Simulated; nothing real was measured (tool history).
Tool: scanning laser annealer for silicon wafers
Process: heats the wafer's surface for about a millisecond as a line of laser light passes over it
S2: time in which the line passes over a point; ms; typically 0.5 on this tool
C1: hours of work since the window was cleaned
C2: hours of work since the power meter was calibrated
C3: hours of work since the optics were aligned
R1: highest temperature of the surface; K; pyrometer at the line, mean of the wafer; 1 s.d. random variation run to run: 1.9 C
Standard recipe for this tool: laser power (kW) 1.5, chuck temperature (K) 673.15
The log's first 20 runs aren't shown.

Run 21, hour 323.4: usual settings but S2 0.454 ms; C1 429; C2 753; C3 592. Result: R1 1328.15 K.
Run 22, hour 334: usual settings but laser power (kW) 1.542, S2 0.605 ms, chuck temperature (K) 704.15; C1 437; C2 760; C3 599. Result: R1 1490.15 K.
Run 23, hour 351.1: usual settings but S2 0.545 ms; C1 449; C2 772; C3 611. Result: R1 1398.15 K.
Run 24, hour 373.3: usual settings but S2 0.545 ms; C1 464; C2 788; C3 626. Result: R1 1391.15 K.
Run 25, hour 388.8: usual settings but S2 0.411 ms; C1 475; C2 798; C3 637. Result: R1 1289.15 K.
Run 26, hour 401.5: usual settings but laser power (kW) 1.622, S2 0.411 ms, chuck temperature (K) 675.15; C1 484; C2 807; C3 646. Result: R1 1341.15 K.
Run 27, hour 416: usual settings but laser power (kW) 1.637, S2 0.417 ms, chuck temperature (K) 662.15; C1 494; C2 818; C3 656. Result: R1 1342.15 K.
Run 28, hour 427.5: usual settings but laser power (kW) 1.277, S2 0.417 ms, chuck temperature (K) 696.15; C1 502; C2 826; C3 664. Result: R1 1219.15 K.
Run 29, hour 442.8: usual settings but laser power (kW) 1.451, S2 0.478 ms, chuck temperature (K) 691.15; C1 513; C2 836; C3 675. Result: R1 1337.15 K.
Run 30, hour 456.2: usual settings but laser power (kW) 1.626, S2 0.386 ms, chuck temperature (K) 710.15; C1 522; C2 846; C3 685. Result: R1 1355.15 K.
Run 31, hour 465.9: usual settings but laser power (kW) 1.324, S2 0.386 ms, chuck temperature (K) 710.15; C1 529; C2 852; C3 691. Result: R1 1231.15 K.
Run 32, hour 476.8: usual settings but S2 0.572 ms, chuck temperature (K) 675.15; C1 537; C2 860; C3 699. Result: R1 1409.15 K.
Run 33, hour 496.2: usual settings but S2 0.495 ms; C1 550; C2 874; C3 713. Result: R1 1352.15 K.
Run 34, hour 515: usual settings but laser power (kW) 1.297, chuck temperature (K) 656.15; C1 564; C2 887; C3 726. Result: R1 1239.15 K.
Run 35, hour 533.7: usual settings but laser power (kW) 1.52, S2 0.398 ms, chuck temperature (K) 654.15; C1 577; C2 900; C3 739. Result: R1 1260.15 K.
Run 36, hour 545.8: usual settings but laser power (kW) 1.38, S2 0.458 ms; C1 585; C2 908; C3 747. Result: R1 1266.15 K.
Run 37, hour 561: usual settings but laser power (kW) 1.38, S2 0.414 ms, chuck temperature (K) 654.15; C1 596; C2 919; C3 758. Result: R1 1214.15 K.
Run 38, hour 581.4: usual settings but chuck temperature (K) 638.15; C1 610; C2 933; C3 772. Result: R1 1317.15 K.
Run 39, hour 594.5: usual settings but laser power (kW) 1.325, chuck temperature (K) 648.15; C1 619; C2 942; C3 781. Result: R1 1246.15 K.
Run 40, hour 616.1: usual settings but laser power (kW) 1.613, S2 0.569 ms; C1 634; C2 958; C3 796. Result: R1 1462.15 K.
Run 41, hour 636.7: usual settings but S2 0.359 ms; C1 649; C2 972; C3 811. Result: R1 1233.15 K.

Consider 4 possible next runs. They are alternatives, not a sequence: every one starts from the tool as it was left by run 41. What does each give?
Run A, hour 651.3: usual settings but laser power (kW) 1.523; C1 659; C2 982; C3 821. Result: R1 ?.
Run B, hour 651.3: usual settings but laser power (kW) 1.45, S2 0.439 ms, chuck temperature (K) 647.15; C1 659; C2 982; C3 821. Result: R1 ?.
Run C, hour 651.3: usual settings but laser power (kW) 1.341, S2 0.406 ms, chuck temperature (K) 686.15; C1 659; C2 982; C3 821. Result: R1 ?.
Run D, hour 651.3: usual settings but laser power (kW) 1.512, S2 0.496 ms, chuck temperature (K) 705.15; C1 659; C2 982; C3 821. Result: R1 ?.

run       R1
  A  1358.15
  B  1255.15
  C  1223.15
  D  1386.15
Stripped of hidden state, with their random variation kept, the same runs would have yielded:
run       R1
  A  1394.15
  B  1287.15
  C  1251.15
  D  1422.15

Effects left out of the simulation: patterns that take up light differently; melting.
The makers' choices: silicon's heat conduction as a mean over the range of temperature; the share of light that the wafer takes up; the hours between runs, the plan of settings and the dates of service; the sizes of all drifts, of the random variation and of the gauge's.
